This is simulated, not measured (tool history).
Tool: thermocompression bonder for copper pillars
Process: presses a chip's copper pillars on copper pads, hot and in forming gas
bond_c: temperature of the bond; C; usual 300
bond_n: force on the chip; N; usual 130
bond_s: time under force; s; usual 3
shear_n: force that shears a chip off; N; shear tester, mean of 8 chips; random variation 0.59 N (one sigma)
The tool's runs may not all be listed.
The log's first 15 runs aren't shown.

run	hour	bond_c	bond_n	bond_s	hours of work since the heater was calibrated	hours of work since the force cell was calibrated	hours of work since the gas filter was changed	shear_n
# hour 145.8: forming gas filter changed
16	153.1	300	130	7	302	348	5	138.6
17	160.0	300	130	7	307	353	10	138.2
18	171.5	300	130	7	316	361	18	138.5
19	182.7	300	130	7	324	369	27	137.1
20	192.0	300	130	7	330	376	33	137.2
21	203.7	294	130	4	339	384	42	121.3
22	212.9	318	130	3	345	391	48	130.4
23	225.6	318	130	3	354	400	57	130.4
24	235.2	318	122	3	361	407	64	126.8
25	243.4	306	81	4	367	413	70	113.1
26	258.7	288	130	3	378	424	81	106.2
27	274.1	318	138	3	389	435	92	130.5
28	281.4	292	91	3	395	440	98	96.6
# hour 291.5: forming gas filter changed
29	292.4	292	91	3	402	448	1	97.1
30	305.7	318	192	5	412	457	10	149.1
31	314.7	296	113	8	418	464	17	134.8
32	323.5	317	141	3	425	470	23	133.1
33	338.7	317	141	3	436	481	34	132.1
34	350.5	300	160	3	444	489	43	124.2

Forecast run 35:
35	358.7	324	111	3	450	495	48	?

{"run 35": {"shear_n": 129.1}}
Without the tool's hidden state the same run would have given shear_n 129.6 N.
